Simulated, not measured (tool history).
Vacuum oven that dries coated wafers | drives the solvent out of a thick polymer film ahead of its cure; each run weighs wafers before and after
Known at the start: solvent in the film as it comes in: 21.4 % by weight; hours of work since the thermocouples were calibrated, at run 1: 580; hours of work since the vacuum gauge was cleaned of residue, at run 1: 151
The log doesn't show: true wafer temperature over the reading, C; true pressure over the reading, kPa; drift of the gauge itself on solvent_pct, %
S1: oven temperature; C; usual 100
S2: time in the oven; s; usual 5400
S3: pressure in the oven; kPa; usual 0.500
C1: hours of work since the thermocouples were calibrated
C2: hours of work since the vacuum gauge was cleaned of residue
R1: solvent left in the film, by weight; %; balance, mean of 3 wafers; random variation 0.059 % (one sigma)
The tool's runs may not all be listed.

{"run": 1, "day": 0.0, "S1": 100, "S2": 5400, "S3": 0.5, "C1": 580, "C2": 151, "R1": 2.73}
{"run": 2, "day": 0.642, "S1": 100, "S2": 5400, "S3": 0.5, "C1": 592, "C2": 163, "R1": 2.69}
{"run": 3, "day": 1.546, "S1": 100, "S2": 5400, "S3": 0.5, "C1": 609, "C2": 180, "R1": 2.71}
{"run": 4, "day": 2.433, "S1": 100, "S2": 5400, "S3": 0.539, "C1": 626, "C2": 197, "R1": 2.66}
{"run": 5, "day": 3.562, "S1": 100, "S2": 5400, "S3": 0.5, "C1": 647, "C2": 218, "R1": 2.79}
{"run": 6, "day": 4.375, "S1": 100, "S2": 5400, "S3": 0.5, "C1": 662, "C2": 233, "R1": 2.6}
{"run": 7, "day": 5.388, "S1": 100, "S2": 4380, "S3": 0.5, "C1": 681, "C2": 252, "R1": 3.88}
{"run": 8, "day": 6.304, "S1": 100, "S2": 3600, "S3": 0.5, "C1": 698, "C2": 269, "R1": 4.86}
{"run": 9, "day": 7.196, "S1": 100, "S2": 3600, "S3": 0.5, "C1": 714, "C2": 285, "R1": 4.87}
{"run": 10, "day": 8.071, "S1": 100, "S2": 5400, "S3": 0.5, "C1": 731, "C2": 302, "R1": 2.6}
{"run": 11, "day": 8.579, "S1": 100, "S2": 5400, "S3": 0.5, "C1": 740, "C2": 311, "R1": 2.68}
{"run": 12, "day": 9.479, "S1": 100, "S2": 5400, "S3": 0.5, "C1": 757, "C2": 328, "R1": 2.58}
{"run": 13, "day": 10.371, "S1": 100, "S2": 5400, "S3": 0.5, "C1": 773, "C2": 344, "R1": 2.51}
{"run": 14, "day": 11.521, "S1": 89, "S2": 5400, "S3": 0.5, "C1": 795, "C2": 366, "R1": 6.79}
{"run": 15, "day": 12.162, "S1": 89, "S2": 5400, "S3": 0.5, "C1": 807, "C2": 378, "R1": 6.87}
{"run": 16, "day": 13.179, "S1": 89, "S2": 5400, "S3": 0.5, "C1": 826, "C2": 397, "R1": 6.93}
{"run": 17, "day": 14.246, "S1": 94, "S2": 5400, "S3": 0.5, "C1": 846, "C2": 417, "R1": 4.58}
{"run": 18, "day": 14.746, "S1": 94, "S2": 5400, "S3": 0.5, "C1": 855, "C2": 426, "R1": 4.74}
{"run": 19, "day": 15.842, "S1": 94, "S2": 5400, "S3": 0.5, "C1": 875, "C2": 446, "R1": 4.65}
{"run": 20, "day": 16.846, "S1": 94, "S2": 5400, "S3": 0.5, "C1": 894, "C2": 465, "R1": 4.67}
{"run": 21, "day": 17.333, "S1": 94, "S2": 5400, "S3": 0.5, "C1": 903, "C2": 474, "R1": 4.79}
{"run": 22, "day": 18.2, "S1": 94, "S2": 5400, "S3": 0.5, "C1": 919, "C2": 490, "R1": 4.63}
{"run": 23, "day": 18.879, "S1": 94, "S2": 5400, "S3": 0.5, "C1": 932, "C2": 503, "R1": 4.78}
{"run": 24, "day": 19.388, "S1": 109, "S2": 5400, "S3": 0.5, "C1": 941, "C2": 512, "R1": 0.65}
{"run": 25, "day": 20.429, "S1": 95, "S2": 5700, "S3": 1.77, "C1": 961, "C2": 532, "R1": 4.3}
{"run": 26, "day": 21.567, "S1": 91, "S2": 5400, "S3": 1.796, "C1": 982, "C2": 553, "R1": 6.14}
{"run": 27, "day": 22.429, "S1": 89, "S2": 5400, "S3": 0.5, "C1": 998, "C2": 569, "R1": 6.7}
{"run": 28, "day": 22.929, "S1": 98, "S2": 4620, "S3": 0.695, "C1": 1007, "C2": 578, "R1": 3.98}
{"run": 29, "day": 23.433, "S1": 98, "S2": 4500, "S3": 0.483, "C1": 1017, "C2": 588, "R1": 4.03}
{"run": 30, "day": 23.938, "S1": 96, "S2": 5040, "S3": 0.791, "C1": 1026, "C2": 597, "R1": 4.22}
{"run": 31, "day": 24.912, "S1": 87, "S2": 7740, "S3": 0.489, "C1": 1044, "C2": 615, "R1": 5.35}
{"run": 32, "day": 25.425, "S1": 90, "S2": 6720, "S3": 0.5, "C1": 1054, "C2": 625, "R1": 4.81}
{"run": 33, "day": 26.154, "S1": 90, "S2": 6720, "S3": 0.5, "C1": 1067, "C2": 638, "R1": 4.86}
{"run": 34, "day": 26.758, "S1": 90, "S2": 6720, "S3": 0.5, "C1": 1079, "C2": 650, "R1": 4.84}
{"run": 35, "day": 27.871, "S1": 95, "S2": 9540, "S3": 1.001, "C1": 1099, "C2": 670, "R1": 1.63}
{"run": 36, "day": 28.608, "S1": 91, "S2": 2940, "S3": 0.35, "C1": 1113, "C2": 684, "R1": 9.55}
{"run": 37, "day": 29.383, "S1": 100, "S2": 5880, "S3": 0.442, "C1": 1127, "C2": 698, "R1": 1.99}
{"run": 38, "day": 29.854, "S1": 100, "S2": 5880, "S3": 0.442, "C1": 1136, "C2": 707, "R1": 1.98}
{"run": 39, "day": 30.621, "S1": 101, "S2": 5400, "S3": 0.676, "C1": 1150, "C2": 721, "R1": 2.18}
{"run": 40, "day": 31.754, "S1": 101, "S2": 5400, "S3": 0.676, "C1": 1172, "C2": 743, "R1": 2.03}
{"run": 41, "day": 32.558, "S1": 89, "S2": 3840, "S3": 1.227, "C1": 1187, "C2": 758, "R1": 8.93}
{"run": 42, "day": 33.367, "S1": 89, "S2": 3840, "S3": 1.227, "C1": 1202, "C2": 773, "R1": 8.93}
{"run": 43, "day": 34.158, "S1": 89, "S2": 3840, "S3": 1.227, "C1": 1216, "C2": 787, "R1": 8.72}
{"day": 34.317, "done": "oven's thermocouples calibrated"}
{"run": 44, "day": 35.146, "S1": 89, "S2": 3840, "S3": 1.227, "C1": 15, "C2": 804, "R1": 9.91}
{"run": 45, "day": 36.046, "S1": 89, "S2": 3840, "S3": 1.227, "C1": 32, "C2": 821, "R1": 9.73}
{"run": 46, "day": 36.708, "S1": 110, "S2": 5400, "S3": 0.5, "C1": 45, "C2": 833, "R1": 0.81}
{"run": 47, "day": 37.362, "S1": 112, "S2": 3120, "S3": 1.231, "C1": 57, "C2": 846, "R1": 2.29}
{"run": 48, "day": 37.938, "S1": 89, "S2": 9060, "S3": 1.441, "C1": 67, "C2": 856, "R1": 4.84}

3 ways to go on from here, each from the tool as it stands after run 48. What would each give?
{"run": "A", "day": 38.733, "S1": 89, "S2": 3240, "S3": 1.194, "C1": 82, "C2": 871, "R1": "?"}
{"run": "B", "day": 38.733, "S1": 94, "S2": 9720, "S3": 0.434, "C1": 82, "C2": 871, "R1": "?"}
{"run": "C", "day": 38.733, "S1": 100, "S2": 3360, "S3": 0.571, "C1": 82, "C2": 871, "R1": "?"}

run=A R1=10.73
run=B R1=2.21
run=C R1=6.11
Without the tool's hidden state the same runs would have given:
run=A R1=10.70
run=B R1=2.16
run=C R1=6.09
